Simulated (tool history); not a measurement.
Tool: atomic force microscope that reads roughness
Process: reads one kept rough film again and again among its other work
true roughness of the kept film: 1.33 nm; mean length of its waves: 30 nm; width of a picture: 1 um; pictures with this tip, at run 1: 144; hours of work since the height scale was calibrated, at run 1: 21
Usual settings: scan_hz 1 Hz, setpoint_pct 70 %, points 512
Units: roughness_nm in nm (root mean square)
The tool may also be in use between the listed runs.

run	day	scan_hz	setpoint_pct	points	pictures with this tip	hours of work since the height scale was calibrated	roughness_nm
1	0	1	70	512	144	21	1.185
2	0.304	1	70	512	152	24	1.176
3	0.729	1	70	512	164	28	1.171
4	0.954	1	70	512	169	31	1.177
5	1.179	1	87	512	175	33	1.145
6	1.575	2.99	70	512	186	37	1.129
7	1.979	2.99	70	512	197	41	1.127
8	2.246	2.99	70	512	204	44	1.126
9	2.533	2.99	70	512	211	47	1.111
10	2.771	2.99	70	512	218	49	1.118
11	2.992	2.99	70	512	224	51	1.11
12	3.346	1	70	620	233	55	1.149
13	3.575	1	70	620	239	57	1.164
14	3.908	1	70	620	248	61	1.157
15	4.212	1	70	505	256	64	1.151
16	4.404	1	70	505	261	66	1.159
17	4.588	1	70	505	266	68	1.148
18	4.796	1	70	505	271	70	1.15
19	4.967	1	65	357	276	72	1.139
20	5.167	1	65	357	281	74	1.135
# day 5.367: new tip fitted
21	5.558	1	65	357	5	77	1.254
22	5.904	1	60	512	14	81	1.256
23	6.312	1	81	512	25	85	1.212
24	6.592	2.04	70	443	33	88	1.208
25	6.904	1	63	686	41	91	1.255
26	7.296	1	63	686	51	95	1.247
27	7.508	1	70	301	57	97	1.222
28	7.9	1.38	72	343	67	101	1.208
29	8.225	1.38	72	343	76	104	1.205
30	8.6	3.73	72	510	86	108	1.127
31	8.983	1.97	57	500	96	112	1.225
32	9.279	1	74	427	104	115	1.215
33	9.467	1	74	427	109	117	1.186
34	9.783	1	74	427	117	120	1.201
35	10.05	1	74	427	125	123	1.189
36	10.304	1	65	796	131	126	1.219

5 ways to go on from here, each from the tool as it stands after run 36. What would each give?
A	10.583	1	69	274	139	128	?
B	10.583	0.54	74	512	139	128	?
C	10.583	1.42	84	526	139	128	?
D	10.583	1	59	796	139	128	?
E	10.583	1	70	323	139	128	?

run	roughness_nm
A	1.206
B	1.21
C	1.135
D	1.22
E	1.196
Without the tool's hidden state the same runs would have given:
run	roughness_nm
A	1.261
B	1.265
C	1.187
D	1.276
E	1.251

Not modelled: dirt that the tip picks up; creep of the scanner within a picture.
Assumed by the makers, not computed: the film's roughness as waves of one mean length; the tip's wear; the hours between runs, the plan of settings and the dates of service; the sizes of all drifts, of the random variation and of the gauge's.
